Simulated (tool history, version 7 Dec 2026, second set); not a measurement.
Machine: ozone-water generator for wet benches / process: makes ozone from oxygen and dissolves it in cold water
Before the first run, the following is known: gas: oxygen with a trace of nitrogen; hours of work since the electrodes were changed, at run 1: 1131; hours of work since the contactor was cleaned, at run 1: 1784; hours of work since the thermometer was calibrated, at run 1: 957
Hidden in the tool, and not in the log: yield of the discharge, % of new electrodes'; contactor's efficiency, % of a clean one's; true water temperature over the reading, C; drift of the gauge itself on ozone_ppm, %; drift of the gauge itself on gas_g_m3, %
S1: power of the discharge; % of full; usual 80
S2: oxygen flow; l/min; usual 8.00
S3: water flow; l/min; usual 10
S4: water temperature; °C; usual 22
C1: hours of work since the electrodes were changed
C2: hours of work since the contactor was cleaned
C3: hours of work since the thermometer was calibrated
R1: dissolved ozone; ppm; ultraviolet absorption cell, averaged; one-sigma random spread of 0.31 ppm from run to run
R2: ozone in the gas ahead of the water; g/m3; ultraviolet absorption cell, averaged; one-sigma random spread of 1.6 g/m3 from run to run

run     day  S1     S2  S3  S4    C1    C2    C3    R1     R2
  1   0.000  80   8.00  10  22  1131  1784   957  44.6  283.7
  2   1.346  80   8.00  10  22  1157  1810   983  44.5  286.7
  3   2.775  80   8.00  10  22  1184  1837  1010  44.5  283.0
  4   3.633  80   8.00  10  22  1200  1853  1026  44.7  282.2
  5   5.333  80   8.00   7  22  1232  1885  1058  52.7  282.8
  6   6.971  80   8.00   7  22  1264  1916  1089  52.1  280.4
  7   7.912  70   8.00  10  22  1281  1934  1107  40.2  252.7
  8   9.000  70   8.00  10  22  1302  1955  1128  40.1  253.1
  9  10.512  70   8.00  10  22  1331  1984  1157  39.9  254.8
 10  11.667  80   8.00  10  22  1353  2006  1179  44.9  280.5
 11  12.583  56   8.00  10  22  1370  2023  1196  33.7  216.6
 12  13.429  80   8.00  10  22  1386  2039  1212  43.9  280.4
 13  14.258  80   8.00  10  22  1402  2055  1228  44.3  280.6
 14  15.446  80   9.49  10  22  1425  2078  1250  43.2  263.1
 15  16.488  80   9.49  14  22  1444  2097  1270  36.4  263.2
 16  17.404  52  11.41   6  22  1462  2115  1288  36.1  177.0
 17  18.475  57  11.41   6  16  1482  2135  1308  46.1  189.0
 18  19.708  57  11.41   6  16  1506  2159  1332  45.9  187.5
     20.608  -- contactor cleaned
 19  21.396  90  13.60  10  22  1535    15  1360  44.5  246.3
 20  23.246  41   8.56  13  19  1570    50  1396  25.3  166.0
 21  24.921  41   8.56  13  19  1601    82  1427  25.1  164.1
 22  25.954  41   8.56   7  17  1621   102  1447  35.4  164.1
 23  27.321  41   8.56   7  17  1647   128  1473  35.2  164.0
 24  28.229  41   8.56   7  17  1664   145  1490  35.6  163.4
 25  29.300  47   8.00   9  22  1685   165  1511  31.4  187.7
 26  30.771  80   8.00   7  22  1713   193  1539  51.4  278.1

Selected run-to-run steps in R1, each split into two signed amounts: the part the tool would show with no hidden state at all (from settings, incoming material and random variation), and the remainder, which goes to the hidden state together with any gauge scatter not common to the measured and the hidden-state-free results:
Run 19 -> 20: S1 90 -> 41, S2 13.60 -> 8.56, S3 10 -> 13, S4 22 -> 19. R1 -19.2 ppm: hidden state +2.8, all else -22.0.
Run 25 -> 26: S1 47 -> 80, S3 9 -> 7. R1 +20.0 ppm: hidden state -2.9, all else +22.9.
